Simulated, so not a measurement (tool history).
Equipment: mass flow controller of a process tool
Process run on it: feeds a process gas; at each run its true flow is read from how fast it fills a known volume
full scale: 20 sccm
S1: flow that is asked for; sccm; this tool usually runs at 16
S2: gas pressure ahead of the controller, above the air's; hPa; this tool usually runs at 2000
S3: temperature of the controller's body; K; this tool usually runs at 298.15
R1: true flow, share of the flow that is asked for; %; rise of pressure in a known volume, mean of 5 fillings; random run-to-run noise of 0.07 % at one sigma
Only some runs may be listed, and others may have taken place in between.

run,hour,S1,S2,S3,R1
1,0,16,2000,298.15,99.59
2,51.2,16,2000,298.15,99.8
3,128,16,2000,298.15,99.82
4,202,16,2000,298.15,99.81
5,258.7,16,2000,298.15,99.76
6,330.1,16,1720,298.15,99.88
7,407.1,16,1720,298.15,99.86
8,499.2,16,1720,298.15,99.9
9,554.9,13,1720,298.15,99.34
10,618.3,13,1720,298.15,99.49
11,710.9,13,1720,309.15,100.53
12,778.3,7,2060,298.15,98.67
13,872.5,7,1850,298.15,98.9
14,938.9,7,1850,298.15,98.83
15,1033.8,16,1610,298.15,99.88

Here are 5 independent what-if runs from the current tool condition. What would each one return?
A,1098.5,13,1530,300.15,?
B,1098.5,6,1600,298.15,?
C,1098.5,15,2000,298.15,?
D,1098.5,16,1710,308.15,?
E,1098.5,2,1450,303.15,?

run,R1
A,99.8
B,98.78
C,99.75
D,101.03
E,99.87
Stripped of hidden state, with their random variation kept, the same runs would have yielded:
run,R1
A,99.34
B,98.03
C,99.32
D,100.62
E,98.05
